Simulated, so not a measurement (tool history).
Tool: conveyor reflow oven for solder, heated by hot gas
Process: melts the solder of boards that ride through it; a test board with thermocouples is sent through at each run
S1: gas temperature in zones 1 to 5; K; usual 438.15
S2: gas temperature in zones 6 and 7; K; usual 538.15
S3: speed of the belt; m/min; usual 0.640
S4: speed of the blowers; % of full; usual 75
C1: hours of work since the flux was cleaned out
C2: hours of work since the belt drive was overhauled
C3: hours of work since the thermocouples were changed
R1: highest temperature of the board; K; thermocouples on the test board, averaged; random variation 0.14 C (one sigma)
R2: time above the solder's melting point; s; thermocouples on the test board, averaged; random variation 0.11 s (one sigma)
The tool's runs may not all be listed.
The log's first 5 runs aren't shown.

run 6 hour=139.5 | S1=438.15 S2=538.15 S3=0.640 S4=75 | C1=380 C2=1020 C3=113 | R1=519.95 R2=48.4
-- hour=148.0 belt drive overhauled, speed set with a stopwatch
run 7 hour=175.0 | S1=438.15 S2=538.15 S3=0.640 S4=75 | C1=403 C2=20 C3=136 | R1=519.75 R2=48.5
-- hour=185.4 flux residue cleaned out of gas plates and filters
run 8 hour=216.5 | S1=438.15 S2=538.15 S3=0.640 S4=75 | C1=23 C2=47 C3=163 | R1=519.75 R2=48.4
run 9 hour=243.4 | S1=438.15 S2=538.15 S3=0.640 S4=75 | C1=43 C2=66 C3=183 | R1=519.75 R2=48.4
run 10 hour=279.1 | S1=438.15 S2=538.15 S3=0.640 S4=75 | C1=69 C2=92 C3=209 | R1=519.65 R2=48.4
run 11 hour=314.8 | S1=429.15 S2=538.15 S3=0.640 S4=75 | C1=95 C2=119 C3=235 | R1=517.85 R2=44.2
run 12 hour=352.9 | S1=438.15 S2=538.15 S3=0.640 S4=66 | C1=123 C2=147 C3=263 | R1=518.05 R2=46.4
run 13 hour=382.1 | S1=452.15 S2=538.15 S3=0.640 S4=66 | C1=144 C2=168 C3=284 | R1=520.85 R2=53.6
run 14 hour=418.3 | S1=438.15 S2=538.15 S3=0.539 S4=75 | C1=171 C2=194 C3=311 | R1=525.15 R2=64.4
run 15 hour=445.9 | S1=438.15 S2=538.15 S3=0.539 S4=75 | C1=191 C2=215 C3=331 | R1=525.15 R2=64.3

Forecast run 16:
run 16 hour=469.3 | S1=424.15 S2=529.15 S3=0.640 S4=84 | C1=208 C2=232 C3=348 | R1=? R2=?

{"run 16": {"R1": 510.85, "R2": 36.6}}
Without the tool's hidden state the same run would have given R1 510.85 K, R2 36.6 s.

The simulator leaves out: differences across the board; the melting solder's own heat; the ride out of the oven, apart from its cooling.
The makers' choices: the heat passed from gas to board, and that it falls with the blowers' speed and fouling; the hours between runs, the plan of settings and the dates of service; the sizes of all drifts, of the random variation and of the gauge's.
